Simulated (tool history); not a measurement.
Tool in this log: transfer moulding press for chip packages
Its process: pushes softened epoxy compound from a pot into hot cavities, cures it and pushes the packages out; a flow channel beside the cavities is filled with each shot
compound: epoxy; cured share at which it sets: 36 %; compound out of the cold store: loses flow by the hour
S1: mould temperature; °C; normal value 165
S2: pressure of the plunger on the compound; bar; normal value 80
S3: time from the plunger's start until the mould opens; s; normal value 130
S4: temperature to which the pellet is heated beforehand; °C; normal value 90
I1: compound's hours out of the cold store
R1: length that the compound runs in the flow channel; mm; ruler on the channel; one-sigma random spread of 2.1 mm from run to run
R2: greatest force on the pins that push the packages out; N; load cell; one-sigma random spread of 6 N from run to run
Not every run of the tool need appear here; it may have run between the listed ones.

run,hour,S1,S2,S3,S4,I1,R1,R2
1,0,165,80,130,90,20.5,708,328
2,12.3,165,80,130,88,39.3,648,330
3,35.7,158,80,130,88,21.9,731,462
4,63.4,158,80,130,88,20.7,732,492
# hour 87.5: cavities cleaned with cleaning compound and waxed
5,87.6,158,80,130,88,17.7,739,289
6,105.3,158,80,130,88,17.7,736,332
7,121.3,165,80,130,90,21.5,695,297
8,142.8,165,82.2,130,90,8.3,755,335
# hour 146.5: mould's thermocouples calibrated
9,174.2,165,82.2,130,90,27.8,687,375
10,198.6,165,82.2,130,93,32.4,669,392
# hour 222.5: cavities cleaned with cleaning compound and waxed
11,223.4,168,71.5,153,81,39.6,592,219
# hour 233: mould's thermocouples calibrated, once more
12,247.5,168,71.5,153,81,25.8,631,269
13,272.7,165,98.4,130,90,12.9,797,340
14,284.8,165,98.4,130,90,11.2,803,347
15,302.5,165,98.4,130,96,13.2,793,360
16,324.5,165,80,130,81,23.7,679,380
17,337.9,171,89.7,147,81,24,704,356
# hour 357.1: cavities cleaned with cleaning compound and waxed
18,358.4,171,89.7,147,81,26.8,687,229
19,379.8,171,89.7,147,81,35.1,660,285

Below are 4 alternative next runs, each starting from the tool's condition after run 19. Predict each:
A,392.5,169,80,130,85,47.1,?,?
B,392.5,159,86.1,130,94,15.9,?,?
C,392.5,165,97.9,130,93,44.5,?,?
D,392.5,157,61.5,130,82,35.5,?,?

run,R1,R2
A,598,309
B,751,360
C,680,301
D,584,384
Stripped of hidden state, with their random variation kept, the same runs would have yielded:
run,R1,R2
A,627,228
B,788,272
C,713,223
D,613,289

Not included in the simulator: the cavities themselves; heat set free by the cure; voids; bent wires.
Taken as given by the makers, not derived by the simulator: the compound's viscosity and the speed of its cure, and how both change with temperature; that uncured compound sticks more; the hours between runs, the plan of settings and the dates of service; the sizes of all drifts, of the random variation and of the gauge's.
